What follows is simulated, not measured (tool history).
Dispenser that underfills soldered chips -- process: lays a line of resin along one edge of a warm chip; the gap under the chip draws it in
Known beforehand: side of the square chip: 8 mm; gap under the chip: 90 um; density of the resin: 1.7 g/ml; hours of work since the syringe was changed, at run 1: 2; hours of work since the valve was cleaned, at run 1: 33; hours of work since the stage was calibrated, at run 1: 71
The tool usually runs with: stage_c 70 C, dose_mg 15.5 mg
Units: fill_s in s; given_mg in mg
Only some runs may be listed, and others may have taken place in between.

| run | hour | stage_c | dose_mg | hours of work since the syringe was changed | hours of work since the valve was cleaned | hours of work since the stage was calibrated | fill_s | given_mg |
|---|---|---|---|---|---|---|---|---|
| 1 | 0.0 | 70 | 15.5 | 2 | 33 | 71 | 25.2 | 15.34 |
| 2 | 7.8 | 70 | 15.5 | 7 | 38 | 76 | 33.7 | 15.21 |
|  | 11.4 | new syringe of resin |
| 3 | 14.9 | 70 | 15.5 | 2 | 42 | 80 | 26.2 | 15.21 |
| 4 | 21.1 | 70 | 15.7 | 6 | 46 | 84 | 33.6 | 15.39 |
|  | 25.7 | new syringe of resin |
| 5 | 25.7 | 70 | 15.7 | 0 | 49 | 87 | 23.4 | 15.44 |
| 6 | 30.0 | 70 | 18.3 | 3 | 51 | 90 | 25.7 | 17.90 |
| 7 | 34.2 | 70 | 18.3 | 5 | 54 | 92 | 29.6 | 17.82 |
| 8 | 39.2 | 70 | 18.3 | 8 | 57 | 95 | 37.4 | 17.88 |
|  | 40.0 | new syringe of resin |
| 9 | 47.5 | 70 | 18.3 | 5 | 62 | 100 | 29.3 | 17.88 |
| 10 | 51.7 | 73 | 18.3 | 7 | 65 | 103 | 30.1 | 17.78 |
|  | 54.6 | new syringe of resin |
| 11 | 57.1 | 73 | 14.7 | 2 | 68 | 106 | 22.6 | 14.30 |
| 12 | 60.4 | 85 | 16.9 | 4 | 70 | 108 | 14.1 | 16.46 |
| 13 | 64.3 | 64 | 16.9 | 6 | 72 | 110 | 44.0 | 16.40 |
|  | 68.7 | new syringe of resin |
| 14 | 72.1 | 70 | 14.4 | 2 | 77 | 115 | 26.3 | 13.98 |
| 15 | 77.8 | 70 | 14.4 | 6 | 80 | 118 | 31.7 | 13.93 |
|  | 82.7 | new syringe of resin |
| 16 | 83.7 | 57 | 15.5 | 1 | 84 | 122 | 47.4 | 14.99 |
| 17 | 87.7 | 84 | 16.2 | 3 | 86 | 124 | 14.0 | 15.60 |
| 18 | 95.0 | 84 | 16.2 | 8 | 91 | 129 | 18.7 | 15.61 |
|  | 96.9 | new syringe of resin |
| 19 | 98.7 | 70 | 19.3 | 1 | 93 | 131 | 24.1 | 18.60 |
| 20 | 104.4 | 57 | 17.5 | 5 | 96 | 134 | 58.8 | 16.77 |
|  | 111.1 | new syringe of resin |
| 21 | 111.8 | 57 | 17.5 | 0 | 101 | 139 | 44.8 | 16.76 |
| 22 | 117.0 | 62 | 16.1 | 4 | 104 | 142 | 42.0 | 15.41 |

Below are 3 alternative next runs, each starting from the tool's condition after run 22. Predict each:
| A | 121.3 | 76 | 14.4 | 6 | 107 | 145 | ? | ? |
| B | 121.3 | 77 | 15.3 | 6 | 107 | 145 | ? | ? |
| C | 121.3 | 69 | 14.5 | 6 | 107 | 145 | ? | ? |

| run | fill_s | given_mg |
|---|---|---|
| A | 24.1 | 13.81 |
| B | 23.3 | 14.64 |
| C | 35.7 | 13.90 |
What these runs would have given with no unlogged condition in the tool:
| run | fill_s | given_mg |
|---|---|---|
| A | 16.6 | 14.45 |
| B | 16.2 | 15.32 |
| C | 24.9 | 14.54 |
